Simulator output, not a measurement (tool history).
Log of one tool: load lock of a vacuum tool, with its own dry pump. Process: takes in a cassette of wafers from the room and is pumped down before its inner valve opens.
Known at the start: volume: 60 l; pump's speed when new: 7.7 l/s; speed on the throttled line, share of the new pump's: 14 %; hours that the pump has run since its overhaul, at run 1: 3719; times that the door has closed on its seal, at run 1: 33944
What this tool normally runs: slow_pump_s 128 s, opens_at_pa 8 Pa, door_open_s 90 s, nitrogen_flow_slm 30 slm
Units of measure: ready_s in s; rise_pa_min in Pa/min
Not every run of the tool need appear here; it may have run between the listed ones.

run	hour	slow_pump_s	opens_at_pa	door_open_s	nitrogen_flow_slm	hours that the pump has run since its overhaul	times that the door has closed on its seal	incoming humidity of the room's air, %	ready_s	rise_pa_min
1	0	128	8	90	30	3719	33944	43.8	184.5	0.047
2	206	128	8	90	30	3925	34584	39.8	184.9	0.046
3	492.4	128	8	90	30	4211	35474	42.3	186.2	0.047
4	684.9	128	8	90	30	4404	36072	44.3	184.4	0.047
5	831	128	8	90	30	4550	36526	44.7	184.3	0.052
6	1064	128	8	78	30	4783	37249	45	184.8	0.049
7	1302.4	128	8	90	30	5021	37990	42.9	184.9	0.048
8	1584.9	128	8	90	30	5304	38868	44.7	184.7	0.049
9	1775.1	128	8	90	30	5494	39459	45	184.7	0.058
10	1973.1	128	8	90	30	5692	40073	42.4	184.3	0.047
11	2283.4	65	8	90	30	6002	41038	42.6	130.3	0.047
12	2461.8	65	8	90	30	6181	41592	43.8	130.6	0.049
13	2719.5	128	8	29	30	6438	42392	47.4	185.8	0.026
14	2864.4	128	8	29	30	6583	42842	41.8	184.7	0.02
15	3046	128	8	29	30	6765	43407	45.5	184	0.018
16	3230.5	128	8	29	30	6949	43980	44.1	184.1	0.015
17	3512.1	128	8	29	30	7231	44855	47.3	184.8	0.022
18	3799.2	128	8	29	30	7518	45746	45.5	184.6	0.026
19	3993.8	188	8	88	30	7713	46351	45	236.7	0.054
20	4286.2	256	8	52	30	8005	47259	49.2	295.9	0.038
21	4566.6	128	7	95	15	8285	48131	48.3	185	0.074
22	4849.2	128	7	95	15	8568	49009	45	185.8	0.066
23	5118.6	128	6	32	15	8837	49845	45.8	186	0.032
24	5354.2	99	8	52	7	9073	50577	45.2	160.7	0.05
25	5511	99	8	52	7	9230	51064	46.3	159.3	0.058
26	5743.4	67	8	54	9	9462	51786	45.5	132.3	0.055
27	6012.7	67	8	54	9	9732	52623	43.8	132.3	0.055
28	6266.8	67	8	54	9	9986	53413	45.9	132.2	0.053
29	6413.5	67	8	54	9	10132	53868	45.6	132.1	0.049
30	6546.9	128	8	77	30	10266	54283	47	185.3	0.045

Run 31, settings as shown, results not yet in. Your forecast:
31	6836	128	8	77	30	10555	55181	42.8	?	?

Logged for run 31: ready_s 184.8 s, rise_pa_min 0.038 Pa/min.
Minus the tool's unlogged condition, the same run would have read ready_s 184.8 s, rise_pa_min 0.036 Pa/min.
